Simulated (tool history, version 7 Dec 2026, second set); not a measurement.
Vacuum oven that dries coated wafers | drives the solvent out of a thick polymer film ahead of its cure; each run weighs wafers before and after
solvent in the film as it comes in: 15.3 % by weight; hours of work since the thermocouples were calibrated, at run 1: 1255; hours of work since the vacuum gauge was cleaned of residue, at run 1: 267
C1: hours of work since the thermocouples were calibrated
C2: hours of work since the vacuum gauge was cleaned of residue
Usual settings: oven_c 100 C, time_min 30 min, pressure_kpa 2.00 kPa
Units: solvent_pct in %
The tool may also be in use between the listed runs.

Run 1, day 0.000: usual settings; C1 1255; C2 267. Result: solvent_pct 5.04 %.
Run 2, day 0.538: usual settings; C1 1264; C2 275. Result: solvent_pct 5.06 %.
Run 3, day 0.962: usual settings; C1 1270; C2 281. Result: solvent_pct 5.16 %.
Run 4, day 1.367: usual settings but oven_c 94 C; C1 1276; C2 287. Result: solvent_pct 7.00 %.
Run 5, day 1.992: usual settings but oven_c 114 C; C1 1286; C2 297. Result: solvent_pct 1.73 %.
Run 6, day 2.450: usual settings; C1 1293; C2 304. Result: solvent_pct 5.21 %.
Run 7, day 3.000: usual settings but oven_c 105 C; C1 1301; C2 312. Result: solvent_pct 3.63 %.
Run 8, day 3.538: usual settings but oven_c 105 C; C1 1309; C2 320. Result: solvent_pct 3.71 %.
Run 9, day 3.896: usual settings but time_min 26 min, pressure_kpa 7.31 kPa; C1 1315; C2 326. Result: solvent_pct 8.09 %.
At day 3.996: vacuum gauge cleaned of residue and calibrated.
Run 10, day 4.283: usual settings but time_min 26 min, pressure_kpa 7.31 kPa; C1 1320; C2 4. Result: solvent_pct 8.30 %.
Run 11, day 4.608: usual settings but oven_c 94 C, time_min 31 min, pressure_kpa 5.02 kPa; C1 1325; C2 9. Result: solvent_pct 8.58 %.
Run 12, day 5.021: usual settings but time_min 16 min, pressure_kpa 1.34 kPa; C1 1331; C2 16. Result: solvent_pct 7.36 %.
At day 5.396: vacuum gauge cleaned of residue and calibrated, once more.
Run 13, day 5.575: usual settings but pressure_kpa 2.49 kPa; C1 1338; C2 3. Result: solvent_pct 5.42 %.
Run 14, day 5.838: usual settings but oven_c 95 C, time_min 29 min, pressure_kpa 2.11 kPa; C1 1342; C2 7. Result: solvent_pct 6.75 %.
Run 15, day 6.471: usual settings but oven_c 104 C, time_min 25 min, pressure_kpa 1.93 kPa; C1 1352; C2 16. Result: solvent_pct 4.60 %.

Run 16 comes next. What will it give?
Run 16, day 6.979: usual settings but oven_c 104 C, time_min 25 min, pressure_kpa 1.93 kPa; C1 1360; C2 24. Result: solvent_pct ?.

Run 16 gave solvent_pct 4.58 %.
Without the tool's hidden state the same run would have given solvent_pct 3.81 %.

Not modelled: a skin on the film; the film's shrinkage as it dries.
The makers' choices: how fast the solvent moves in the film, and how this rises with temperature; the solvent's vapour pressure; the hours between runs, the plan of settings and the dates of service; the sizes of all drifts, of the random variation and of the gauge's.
